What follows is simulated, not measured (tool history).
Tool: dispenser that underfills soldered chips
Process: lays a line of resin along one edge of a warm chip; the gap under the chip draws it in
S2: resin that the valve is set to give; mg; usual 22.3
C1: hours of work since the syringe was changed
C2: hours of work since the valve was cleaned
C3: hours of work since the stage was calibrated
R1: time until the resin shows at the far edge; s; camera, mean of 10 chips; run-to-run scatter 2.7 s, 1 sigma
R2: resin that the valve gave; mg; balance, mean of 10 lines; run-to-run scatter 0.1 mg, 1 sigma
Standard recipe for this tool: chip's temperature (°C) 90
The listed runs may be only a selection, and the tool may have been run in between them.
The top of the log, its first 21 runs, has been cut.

At hour 181.6: new syringe of resin.
Run 22, hour 183.5: usual settings but chip's temperature (°C) 93, S2 25.9 mg; C1 1; C2 20; C3 260. Result: R1 259.1 s, R2 25.36 mg.
At hour 190.6: new syringe of resin.
Run 23, hour 190.9: usual settings but chip's temperature (°C) 93, S2 25.9 mg; C1 0; C2 25; C3 265. Result: R1 236.3 s, R2 25.35 mg.
Run 24, hour 197.7: usual settings but chip's temperature (°C) 89, S2 23.4 mg; C1 5; C2 30; C3 270. Result: R1 383.7 s, R2 22.72 mg.
At hour 199.5: new syringe of resin.
Run 25, hour 207.1: usual settings but chip's temperature (°C) 84; C1 5; C2 36; C3 276. Result: R1 469.4 s, R2 21.49 mg.
At hour 208.4: new syringe of resin.
Run 26, hour 216.2: usual settings but chip's temperature (°C) 95, S2 19.2 mg; C1 5; C2 42; C3 282. Result: R1 352.9 s, R2 18.49 mg.
At hour 217.4: new syringe of resin.
Run 27, hour 224.4: usual settings but chip's temperature (°C) 95, S2 19.2 mg; C1 5; C2 48; C3 288. Result: R1 349.3 s, R2 18.38 mg.
At hour 226.6: new syringe of resin.
Run 28, hour 231: usual settings but S2 23.7 mg; C1 3; C2 52; C3 292. Result: R1 324.7 s, R2 22.87 mg.
At hour 236: new syringe of resin.
Run 29, hour 238.6: usual settings but S2 19.7 mg; C1 2; C2 57; C3 297. Result: R1 296.5 s, R2 18.67 mg.
At hour 244.6: new syringe of resin.
Run 30, hour 249.8: usual settings but S2 19.7 mg; C1 4; C2 65; C3 305. Result: R1 350.2 s, R2 18.59 mg.
At hour 253.3: new syringe of resin.
Run 31, hour 254.7: usual settings but chip's temperature (°C) 85, S2 24.4 mg; C1 1; C2 68; C3 308. Result: R1 315 s, R2 22.91 mg.
At hour 262.5: new syringe of resin.
Run 32, hour 262.5: usual settings but chip's temperature (°C) 75, S2 28.3 mg; C1 0; C2 73; C3 313. Result: R1 377.9 s, R2 26.27 mg.
At hour 271.7: new syringe of resin.
Run 33, hour 272.7: usual settings but chip's temperature (°C) 75, S2 28.3 mg; C1 1; C2 80; C3 320. Result: R1 397.2 s, R2 26.19 mg.

Here are 5 independent what-if runs from the current tool condition. What would each one return?
Run A, hour 277.7: usual settings but S2 28.1 mg; C1 4; C2 83; C3 323. Result: R1 ?, R2 ?.
Run B, hour 277.7: usual settings but chip's temperature (°C) 89, S2 20.3 mg; C1 4; C2 83; C3 323. Result: R1 ?, R2 ?.
Run C, hour 277.7: usual settings but chip's temperature (°C) 91, S2 22.2 mg; C1 4; C2 83; C3 323. Result: R1 ?, R2 ?.
Run D, hour 277.7: usual settings but chip's temperature (°C) 83, S2 21.4 mg; C1 4; C2 83; C3 323. Result: R1 ?, R2 ?.
Run E, hour 277.7: usual settings but chip's temperature (°C) 83; C1 4; C2 83; C3 323. Result: R1 ?, R2 ?.

run     R1     R2
  A    349     26
  B  373.7  18.61
  C  349.5  20.68
  D  431.8  19.92
  E  421.6  20.67
Take away the tool's hidden state, keep each run's random variation, and the runs would have read:
run     R1     R2
  A  262.4  28.06
  B  277.9  20.09
  C  260.9  22.32
  D  322.5   21.5
  E  315.5  22.31

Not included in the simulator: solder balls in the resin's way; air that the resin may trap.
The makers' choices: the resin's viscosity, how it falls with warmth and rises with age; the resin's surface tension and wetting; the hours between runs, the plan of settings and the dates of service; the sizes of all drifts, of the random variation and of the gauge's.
